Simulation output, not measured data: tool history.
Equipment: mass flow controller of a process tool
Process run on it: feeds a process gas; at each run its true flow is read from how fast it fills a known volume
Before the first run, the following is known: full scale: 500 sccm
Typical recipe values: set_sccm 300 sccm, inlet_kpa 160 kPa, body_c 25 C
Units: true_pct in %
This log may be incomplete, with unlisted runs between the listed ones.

Run 1, hour 0.0: usual settings. Result: true_pct 97.88 %.
Run 2, hour 80.3: usual settings. Result: true_pct 97.70 %.
Run 3, hour 204.3: usual settings. Result: true_pct 97.72 %.
Run 4, hour 323.0: usual settings. Result: true_pct 97.74 %.
Run 5, hour 396.0: usual settings. Result: true_pct 97.65 %.
Run 6, hour 458.9: usual settings. Result: true_pct 97.66 %.
Run 7, hour 558.3: usual settings. Result: true_pct 97.69 %.
Run 8, hour 701.1: usual settings. Result: true_pct 97.55 %.
Run 9, hour 832.2: usual settings but set_sccm 366 sccm. Result: true_pct 97.75 %.
Run 10, hour 946.4: usual settings. Result: true_pct 97.35 %.
Run 11, hour 1048.0: usual settings. Result: true_pct 97.49 %.
Run 12, hour 1151.5: usual settings. Result: true_pct 97.20 %.
Run 13, hour 1276.1: usual settings but set_sccm 162 sccm. Result: true_pct 95.95 %.
Run 14, hour 1340.4: usual settings but set_sccm 68 sccm, inlet_kpa 145 kPa. Result: true_pct 91.87 %.
Run 15, hour 1426.7: usual settings but set_sccm 118 sccm, inlet_kpa 147 kPa, body_c 29 C. Result: true_pct 95.01 %.
Run 16, hour 1554.0: usual settings but inlet_kpa 230 kPa, body_c 21 C. Result: true_pct 98.49 %.
Run 17, hour 1699.0: usual settings but set_sccm 60 sccm, inlet_kpa 229 kPa, body_c 24 C. Result: true_pct 98.33 %.
Run 18, hour 1779.8: usual settings but set_sccm 304 sccm, inlet_kpa 224 kPa, body_c 28 C. Result: true_pct 98.88 %.
Run 19, hour 1843.0: usual settings but set_sccm 304 sccm, inlet_kpa 147 kPa, body_c 35 C. Result: true_pct 99.18 %.
Run 20, hour 1970.4: usual settings but set_sccm 54 sccm, inlet_kpa 244 kPa, body_c 24 C. Result: true_pct 97.93 %.
Run 21, hour 2117.9: usual settings but set_sccm 72 sccm, inlet_kpa 154 kPa, body_c 24 C. Result: true_pct 97.73 %.
Run 22, hour 2272.1: usual settings but set_sccm 72 sccm, inlet_kpa 154 kPa, body_c 24 C. Result: true_pct 97.56 %.
Run 23, hour 2361.3: usual settings but set_sccm 66 sccm, inlet_kpa 189 kPa, body_c 23 C. Result: true_pct 97.57 %.
Run 24, hour 2445.1: usual settings but inlet_kpa 177 kPa. Result: true_pct 98.38 %.
Run 25, hour 2597.8: usual settings but inlet_kpa 174 kPa, body_c 29 C. Result: true_pct 98.61 %.

Not shown here: 2 entries made in the log between runs. Locate each between two listed runs and compare the hidden state at the listed run before it with the hidden state at the listed run after it:
Run 11 -> run 12: controller's zero set anew (hour 1061.1)
  flow at rest that the sensor doesn't see, % of full scale: -0.776 -> -0.878; true flow over the shown one, %: -1.01 -> -1.03
  the result without the hidden state subtracted from the measured one, true_pct: -2.31 -> -2.49 %
Run 15 -> run 16: controller's zero set anew, once more (hour 1449.4)
  flow at rest that the sensor doesn't see, % of full scale: -0.908 -> -0.02; true flow over the shown one, %: -1.07 -> -1.09
  the result without the hidden state subtracted from the measured one, true_pct: -4.92 -> -1.13 %
